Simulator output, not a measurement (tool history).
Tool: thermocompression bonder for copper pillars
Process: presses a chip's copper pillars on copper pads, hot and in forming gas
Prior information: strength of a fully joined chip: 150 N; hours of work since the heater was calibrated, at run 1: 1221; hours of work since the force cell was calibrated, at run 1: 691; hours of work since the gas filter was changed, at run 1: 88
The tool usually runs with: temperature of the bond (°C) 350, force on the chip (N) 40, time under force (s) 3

run	hour	temperature of the bond (°C)	force on the chip (N)	time under force (s)	hours of work since the heater was calibrated	hours of work since the force cell was calibrated	hours of work since the gas filter was changed	force that shears a chip off (N)
1	0.0	350	40	3	1221	691	88	90.3
2	20.5	350	54	3	1237	707	105	113.0
3	36.9	350	54	3	1250	720	118	112.4
4	47.6	350	54	3	1258	729	126	111.9
5	58.0	350	40	4	1267	737	134	96.3
6	74.0	350	40	2	1279	750	147	78.6
7	84.3	350	40	2	1288	758	155	77.9
8	99.0	350	40	3	1299	770	167	87.6
9	112.2	350	40	3	1310	780	177	88.4
10	134.0	350	40	3	1327	798	195	88.5
11	149.5	350	40	3	1339	810	207	83.4
12	169.9	350	40	3	1355	826	223	88.5
13	179.9	350	40	3	1363	834	231	88.4
14	195.0	350	40	3	1375	846	243	85.1
15	205.0	350	31	3	1383	854	251	67.7
16	219.4	350	42	3	1395	865	263	88.7
17	239.0	351	42	3	1410	881	278	88.6
18	256.4	357	42	5	1424	895	292	103.7
19	278.6	357	42	5	1442	912	310	104.0
# hour 286.1: forming gas filter changed
20	288.7	360	31	6	1449	920	2	95.0
# hour 294.4: heater calibrated with a thermocouple chip
21	309.7	360	31	6	12	935	17	98.6
22	321.8	363	31	6	22	945	27	102.4
23	343.1	373	32	2	39	962	44	78.4
24	363.4	339	32	2	55	978	60	62.7
25	383.1	339	32	2	70	993	75	60.9
26	393.5	325	38	5	79	1002	84	90.6
27	405.5	350	50	9	88	1011	93	135.5
28	428.6	350	50	9	106	1029	111	133.7
29	441.8	367	50	5	117	1040	122	128.3
30	458.2	350	39	8	130	1053	135	115.8
31	468.0	350	29	3	138	1061	143	66.3
32	478.2	350	33	3	146	1069	151	78.2

Difference, measured minus no-hidden-state, one row per run. Run-to-run variation is common to both terms; the gauge's own scatter need not be:
What the log doesn't record here: true temperature of the bond over the reading, C; force that reaches the chip, % of what is set; oxide that the forming gas leaves, % of the face; drift of the gauge itself on shear_n, %.
run	force that shears a chip off (N)
1	-8.6
2	-8.8
3	-9.3
4	-9.7
5	-10.1
6	-9.9
7	-10.2
8	-11.1
9	-11.4
10	-12.0
11	-11.8
12	-12.9
13	-13.1
14	-13.2
15	-11.9
16	-14.1
17	-14.9
18	-15.7
19	-16.5
20	-7.7
21	-3.3
22	-3.6
23	-3.9
24	-3.7
25	-4.1
26	-5.4
27	-5.5
28	-6.2
29	-6.8
30	-7.6
31	-6.0
32	-7.0
